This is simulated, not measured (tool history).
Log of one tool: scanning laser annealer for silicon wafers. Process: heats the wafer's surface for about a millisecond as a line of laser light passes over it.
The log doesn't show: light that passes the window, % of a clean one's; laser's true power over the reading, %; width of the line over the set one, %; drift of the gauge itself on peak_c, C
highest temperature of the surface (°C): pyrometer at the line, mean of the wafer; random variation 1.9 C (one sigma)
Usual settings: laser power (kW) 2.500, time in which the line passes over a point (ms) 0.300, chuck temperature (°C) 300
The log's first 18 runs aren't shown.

| run | hour | laser power (kW) | time in which the line passes over a point (ms) | chuck temperature (°C) | hours of work since the window was cleaned | hours of work since the power meter was calibrated | hours of work since the optics were aligned | highest temperature of the surface (°C) |
|---|---|---|---|---|---|---|---|---|
| 19 | 128.7 | 2.500 | 0.300 | 335 | 393 | 161 | 521 | 1127 |
| 20 | 134.4 | 2.500 | 0.300 | 335 | 396 | 165 | 525 | 1129 |
| 21 | 144.3 | 2.500 | 0.300 | 335 | 403 | 171 | 531 | 1126 |
|  | 150.2 | optics aligned, line set to its width |
| 22 | 156.3 | 2.674 | 0.237 | 335 | 407 | 176 | 4 | 1090 |
| 23 | 162.9 | 2.656 | 0.343 | 291 | 411 | 180 | 8 | 1197 |
| 24 | 172.6 | 2.656 | 0.343 | 291 | 417 | 186 | 14 | 1199 |
| 25 | 180.0 | 2.656 | 0.343 | 291 | 422 | 191 | 19 | 1201 |
|  | 193.7 | optics aligned, line set to its width, once more |
| 26 | 193.7 | 2.656 | 0.343 | 291 | 428 | 197 | 0 | 1204 |
| 27 | 201.7 | 2.656 | 0.343 | 291 | 433 | 202 | 5 | 1205 |
| 28 | 206.5 | 2.656 | 0.343 | 291 | 436 | 205 | 8 | 1208 |
| 29 | 211.1 | 2.208 | 0.343 | 278 | 439 | 208 | 11 | 1021 |
| 30 | 219.6 | 2.605 | 0.223 | 299 | 444 | 213 | 17 | 1016 |
| 31 | 229.3 | 2.171 | 0.221 | 299 | 451 | 219 | 23 | 877 |
| 32 | 238.9 | 2.641 | 0.300 | 300 | 457 | 225 | 29 | 1142 |
| 33 | 245.0 | 2.493 | 0.323 | 314 | 461 | 229 | 33 | 1136 |
| 34 | 250.8 | 2.493 | 0.323 | 314 | 464 | 233 | 37 | 1139 |
| 35 | 259.3 | 2.168 | 0.374 | 303 | 470 | 239 | 42 | 1057 |
| 36 | 265.2 | 2.168 | 0.374 | 303 | 474 | 242 | 46 | 1061 |
| 37 | 272.0 | 2.596 | 0.305 | 279 | 478 | 247 | 50 | 1115 |
| 38 | 281.3 | 2.696 | 0.285 | 288 | 484 | 253 | 56 | 1130 |
| 39 | 288.0 | 2.531 | 0.300 | 300 | 488 | 257 | 60 | 1105 |
| 40 | 294.6 | 2.700 | 0.359 | 301 | 492 | 261 | 65 | 1251 |
| 41 | 300.4 | 2.700 | 0.359 | 301 | 496 | 265 | 68 | 1251 |

Forecast each of these 3 alternatives for the next run:
| A | 306.9 | 2.700 | 0.359 | 322 | 500 | 269 | 72 | ? |
| B | 306.9 | 2.500 | 0.235 | 264 | 500 | 269 | 72 | ? |
| C | 306.9 | 2.237 | 0.300 | 263 | 500 | 269 | 72 | ? |

| run | highest temperature of the surface (°C) |
|---|---|
| A | 1270 |
| B | 964 |
| C | 963 |
Without the tool's hidden state the same runs would have given:
| run | highest temperature of the surface (°C) |
|---|---|
| A | 1298 |
| B | 985 |
| C | 984 |
